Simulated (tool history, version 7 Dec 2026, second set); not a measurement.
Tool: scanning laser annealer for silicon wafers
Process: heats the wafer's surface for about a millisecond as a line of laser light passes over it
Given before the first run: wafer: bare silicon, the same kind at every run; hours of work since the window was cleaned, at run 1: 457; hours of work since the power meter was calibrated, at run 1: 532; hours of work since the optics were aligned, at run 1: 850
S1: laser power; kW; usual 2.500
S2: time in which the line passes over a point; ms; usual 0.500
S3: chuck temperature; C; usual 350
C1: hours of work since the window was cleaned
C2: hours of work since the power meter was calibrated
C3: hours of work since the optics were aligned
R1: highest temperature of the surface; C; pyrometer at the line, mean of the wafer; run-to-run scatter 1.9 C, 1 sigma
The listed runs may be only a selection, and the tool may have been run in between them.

run 1 hour=0.0 | S1=2.500 S2=0.500 S3=350 | C1=457 C2=532 C3=850 | R1=1092
run 2 hour=23.0 | S1=2.500 S2=0.398 S3=350 | C1=467 C2=543 C3=861 | R1=1005
run 3 hour=43.9 | S1=2.500 S2=0.398 S3=350 | C1=477 C2=553 C3=870 | R1=1007
run 4 hour=76.7 | S1=2.500 S2=0.398 S3=350 | C1=492 C2=568 C3=885 | R1=1004
run 5 hour=119.3 | S1=2.584 S2=0.500 S3=350 | C1=512 C2=587 C3=905 | R1=1118
-- hour=140.2 window over the wafer cleaned
run 6 hour=158.9 | S1=2.584 S2=0.500 S3=350 | C1=9 C2=604 C3=922 | R1=1123
run 7 hour=194.4 | S1=2.584 S2=0.500 S3=350 | C1=25 C2=621 C3=939 | R1=1122
run 8 hour=229.0 | S1=2.584 S2=0.500 S3=350 | C1=41 C2=637 C3=954 | R1=1122
run 9 hour=266.6 | S1=2.596 S2=0.500 S3=350 | C1=58 C2=654 C3=972 | R1=1124
run 10 hour=287.3 | S1=2.609 S2=0.500 S3=350 | C1=68 C2=663 C3=981 | R1=1130
run 11 hour=321.2 | S1=2.229 S2=0.500 S3=350 | C1=83 C2=679 C3=997 | R1=997
run 12 hour=348.9 | S1=2.500 S2=0.534 S3=350 | C1=96 C2=692 C3=1010 | R1=1120
run 13 hour=388.7 | S1=2.500 S2=0.534 S3=350 | C1=114 C2=710 C3=1028 | R1=1120
run 14 hour=431.6 | S1=2.500 S2=0.534 S3=350 | C1=134 C2=730 C3=1047 | R1=1122
run 15 hour=473.6 | S1=2.500 S2=0.500 S3=350 | C1=153 C2=749 C3=1067 | R1=1091
run 16 hour=514.0 | S1=2.500 S2=0.500 S3=350 | C1=172 C2=767 C3=1085 | R1=1092
run 17 hour=555.2 | S1=2.500 S2=0.428 S3=350 | C1=191 C2=786 C3=1104 | R1=1031
run 18 hour=575.1 | S1=2.500 S2=0.428 S3=350 | C1=200 C2=795 C3=1113 | R1=1031
run 19 hour=597.8 | S1=2.500 S2=0.428 S3=350 | C1=210 C2=806 C3=1124 | R1=1032
run 20 hour=625.0 | S1=2.500 S2=0.500 S3=350 | C1=223 C2=818 C3=1136 | R1=1094
run 21 hour=666.3 | S1=2.500 S2=0.500 S3=350 | C1=242 C2=837 C3=1155 | R1=1090
run 22 hour=683.8 | S1=2.628 S2=0.572 S3=328 | C1=250 C2=845 C3=1163 | R1=1175
run 23 hour=722.7 | S1=2.722 S2=0.482 S3=312 | C1=267 C2=863 C3=1181 | R1=1114
run 24 hour=756.3 | S1=2.389 S2=0.598 S3=352 | C1=283 C2=879 C3=1197 | R1=1124
run 25 hour=779.0 | S1=2.389 S2=0.598 S3=352 | C1=293 C2=889 C3=1207 | R1=1126
run 26 hour=811.7 | S1=2.500 S2=0.364 S3=369 | C1=308 C2=904 C3=1222 | R1=994
run 27 hour=849.8 | S1=2.361 S2=0.365 S3=350 | C1=326 C2=922 C3=1239 | R1=936
run 28 hour=892.2 | S1=2.166 S2=0.374 S3=358 | C1=345 C2=941 C3=1259 | R1=890
run 29 hour=934.3 | S1=2.577 S2=0.612 S3=341 | C1=365 C2=960 C3=1278 | R1=1202
run 30 hour=969.1 | S1=2.577 S2=0.612 S3=341 | C1=381 C2=976 C3=1294 | R1=1195
run 31 hour=993.7 | S1=2.577 S2=0.612 S3=341 | C1=392 C2=988 C3=1306 | R1=1199
run 32 hour=1011.7 | S1=2.577 S2=0.612 S3=341 | C1=400 C2=996 C3=1314 | R1=1199
run 33 hour=1053.6 | S1=2.577 S2=0.612 S3=341 | C1=419 C2=1015 C3=1333 | R1=1203
run 34 hour=1094.9 | S1=2.577 S2=0.612 S3=341 | C1=438 C2=1034 C3=1352 | R1=1196
run 35 hour=1133.0 | S1=2.550 S2=0.588 S3=329 | C1=456 C2=1052 C3=1369 | R1=1159
run 36 hour=1152.7 | S1=2.561 S2=0.371 S3=323 | C1=465 C2=1061 C3=1379 | R1=973
run 37 hour=1189.7 | S1=2.298 S2=0.448 S3=330 | C1=482 C2=1078 C3=1396 | R1=962
-- hour=1205.2 optics aligned, line set to its width
run 38 hour=1219.9 | S1=2.298 S2=0.448 S3=330 | C1=493 C2=1089 C3=7 | R1=959

Run 39 comes next. What will it give?
run 39 hour=1252.6 | S1=2.656 S2=0.500 S3=385 | C1=508 C2=1104 C3=22 | R1=?

{"run 39": {"R1": 1183}}
Take away the tool's hidden state, keep the run-to-run variation as it was, and the same run would have given R1 1183 C.
